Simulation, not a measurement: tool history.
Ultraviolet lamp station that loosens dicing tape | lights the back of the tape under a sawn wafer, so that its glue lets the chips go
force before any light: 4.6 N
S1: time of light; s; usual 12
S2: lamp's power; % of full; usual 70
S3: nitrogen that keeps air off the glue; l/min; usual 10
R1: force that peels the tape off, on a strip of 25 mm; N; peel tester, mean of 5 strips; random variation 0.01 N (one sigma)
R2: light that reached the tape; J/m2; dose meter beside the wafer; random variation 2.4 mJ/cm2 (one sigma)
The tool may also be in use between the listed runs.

run,hour,S1,S2,S3,R1,R2
1,0,12,70,10,0.597,2090
2,55.1,12,70,10,0.632,2030
3,104.6,12,70,10,0.619,1990
4,158.7,12,70,10,0.679,1950
5,215.4,12,70,10,0.722,1890
6,262.8,12,70,5,1.053,1870
7,313.6,12,70,9,0.814,1770
8,363.3,12,63,9,0.987,1550
9,423.5,12,61,9,1.075,1470
10,472,12,61,9,1.086,1450
11,519.9,12,70,10,0.925,1610
# hour 550.9: window cleaned of glue's vapour
12,576.6,12,70,10,1.101,1420
13,612.9,12,64,10,1.217,1250
14,639.9,8,71,10,1.75,910
15,670.3,9,91,10,1.177,1310
16,727.4,12,73,15,0.981,1330
17,783.9,6,80,6,2.373,720
18,841.8,6,80,6,2.364,690
# hour 862.3: lamp changed
# hour 866.1: window cleaned of glue's vapour, once more
19,870.4,12,70,6,0.551,2660
20,901.4,12,70,6,0.565,2630
21,959.6,12,77,4,0.659,2810
22,1017.5,12,77,4,0.663,2730
23,1069.4,19,85,3,0.363,4610
24,1097.3,11,85,4,0.699,2650
25,1134.8,11,65,3,1.168,2000

3 ways to go on from here, each from the tool as it stands after run 25. What would each give?
A,1167.7,12,70,17,?,?
B,1167.7,10,99,10,?,?
C,1167.7,13,65,13,?,?

run,R1,R2
A,0.441,2310
B,0.444,2720
C,0.487,2300
Without the tool's hidden state the same runs would have given:
run,R1,R2
A,0.367,2670
B,0.373,3140
C,0.402,2660
